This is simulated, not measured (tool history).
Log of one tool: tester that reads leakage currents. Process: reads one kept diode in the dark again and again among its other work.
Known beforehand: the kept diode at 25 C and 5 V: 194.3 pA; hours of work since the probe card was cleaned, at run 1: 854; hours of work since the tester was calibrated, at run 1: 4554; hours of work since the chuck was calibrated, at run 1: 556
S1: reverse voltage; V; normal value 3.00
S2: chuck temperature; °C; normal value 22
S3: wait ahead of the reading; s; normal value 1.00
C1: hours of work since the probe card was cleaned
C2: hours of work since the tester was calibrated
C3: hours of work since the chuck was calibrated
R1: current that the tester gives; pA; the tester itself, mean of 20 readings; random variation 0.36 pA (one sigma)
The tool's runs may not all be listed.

run    hour     S1  S2    S3    C1    C2   C3       R1
  1     0.0   3.00  22  1.00   854  4554  556   129.11
       67.4  -- chuck's temperature calibrated
  2    83.2   3.00  22  1.00   916  4616   12   118.09
  3   200.0   3.00  22  2.01  1006  4706  102   119.24
      214.9  -- tester calibrated
  4   382.3   9.30  22  1.00  1145   129  240   222.51
  5   466.8   3.00  54  1.00  1209   194  305  1098.35
  6   572.1   3.00  22  1.00  1290   274  386   124.81
  7   654.7   3.00  22  1.00  1354   338  450   126.23
  8   811.6   3.00  22  1.00  1474   458  570   128.73
      855.1  -- chuck's temperature calibrated
  9   983.7   3.00  22  1.00  1605   589   99   121.17
     1025.4  -- tester calibrated, once more
 10  1124.8   3.00  22  1.00  1712    76  206   129.60
 11  1235.2   3.00  22  1.00  1797   161  290   131.01
 12  1333.8   3.00  22  1.00  1872   237  366   133.04
 13  1409.4  16.42  22  1.00  1930   295  424   342.36
 14  1488.5   1.41  22  1.00  1991   356  485    90.66
     1587.3  -- probe card cleaned and baked
 15  1635.0   4.97  22  3.20    37   466  595   171.11
     1646.1  -- chuck's temperature calibrated
 16  1746.3   5.55  32  0.32   121   550   77   351.92
 17  1896.8   5.55  23  0.54   236   665  193   185.58
 18  2053.0   3.00  39  0.90   356   785  313   429.79
 19  2206.4   1.10  36  0.74   474   903  430   211.98
 20  2297.4   1.12  21  0.43   544   973  500    72.56
     2427.8  -- chuck's temperature calibrated
 21  2431.1   1.27  25  1.00   645  1074    3    96.63
 22  2558.4  16.63  22  0.55   743  1172  100   307.83
 23  2688.8   1.87  47  1.90   843  1272  201   567.91
 24  2807.4   1.87  47  1.90   934  1363  292   572.09
 25  2961.9   9.34  47  0.53  1053  1482  410  1344.98
 26  3114.7   1.50  40  3.02  1170  1599  528   334.05
     3207.7  -- chuck's temperature calibrated
 27  3207.7   2.25  22  1.00  1240  1669    0   104.47
 28  3326.9   2.25  22  1.00  1332  1761   92   106.02

Alternative continuations, all from the tool just after run 28; predict every row:
  A  3477.6  6.19  45  0.96  1447  1877  207   ?
  B  3477.6  7.99  47  3.34  1447  1877  207   ?
  C  3477.6  6.18  35  5.89  1447  1877  207   ?
  D  3477.6  1.89  22  1.00  1447  1877  207   ?

run       R1
  A   920.54
  B  1194.12
  C   469.47
  D    98.74
Stripped of hidden state, with their random variation kept, the same runs would have yielded:
run       R1
  A   897.58
  B  1164.78
  C   452.57
  D    94.10
